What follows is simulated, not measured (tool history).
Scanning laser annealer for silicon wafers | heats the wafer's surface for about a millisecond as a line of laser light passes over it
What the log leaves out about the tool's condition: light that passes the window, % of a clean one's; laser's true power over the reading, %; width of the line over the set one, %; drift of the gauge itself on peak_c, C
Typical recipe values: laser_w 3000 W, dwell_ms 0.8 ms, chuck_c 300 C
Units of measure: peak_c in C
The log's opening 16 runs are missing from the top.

run,day,laser_w,dwell_ms,chuck_c,hours of work since the window was cleaned,hours of work since the power meter was calibrated,hours of work since the optics were aligned,peak_c
17,9.167,3000,0.8,300,376,271,639,1072
18,9.946,3000,0.8,300,389,284,652,1073
19,10.396,3000,0.8,300,396,291,659,1070
20,10.979,3000,0.8,264,406,300,669,1032
21,11.512,3000,0.8,264,414,309,677,1038
22,12.104,3216,0.624,338,424,319,687,1059
23,12.592,2775,0.8,270,432,326,695,983
24,12.954,2775,0.8,270,438,332,700,980
25,13.671,2775,0.8,270,449,344,712,982
26,14.188,2775,0.8,270,457,352,720,980
27,14.758,2905,0.734,269,467,361,730,978
28,15.529,2905,0.734,269,479,374,742,979
29,16.133,2926,0.579,269,489,384,752,893
30,16.688,3059,0.788,307,498,393,761,1087
31,17.367,2706,0.699,262,509,404,772,902
32,17.7,2706,0.699,262,514,409,777,901
33,18.312,3000,0.741,300,524,419,787,1039
34,18.912,3000,0.775,303,534,428,797,1060
35,19.583,2845,0.811,325,544,439,807,1060
36,20.075,2800,0.811,319,552,447,815,1042
37,20.512,2707,0.576,279,559,454,822,846
38,21.1,2707,0.824,303,569,464,832,1008
39,21.592,3039,0.61,306,577,472,840,973
40,22.062,2635,0.61,301,584,479,847,873

5 options for the next run, each taken on its own from the tool as it stands now. Forecast them:
A,22.579,2704,0.934,332,593,488,856,?
B,22.579,2635,0.722,328,593,488,856,?
C,22.579,3229,0.86,300,593,488,856,?
D,22.579,3000,0.898,300,593,488,856,?
E,22.579,3177,0.627,300,593,488,856,?

run,peak_c
A,1090
B,961
C,1173
D,1125
E,1010
With the hidden condition removed and each run's random variation left untouched, the same runs would have given:
run,peak_c
A,1090
B,962
C,1173
D,1125
E,1011
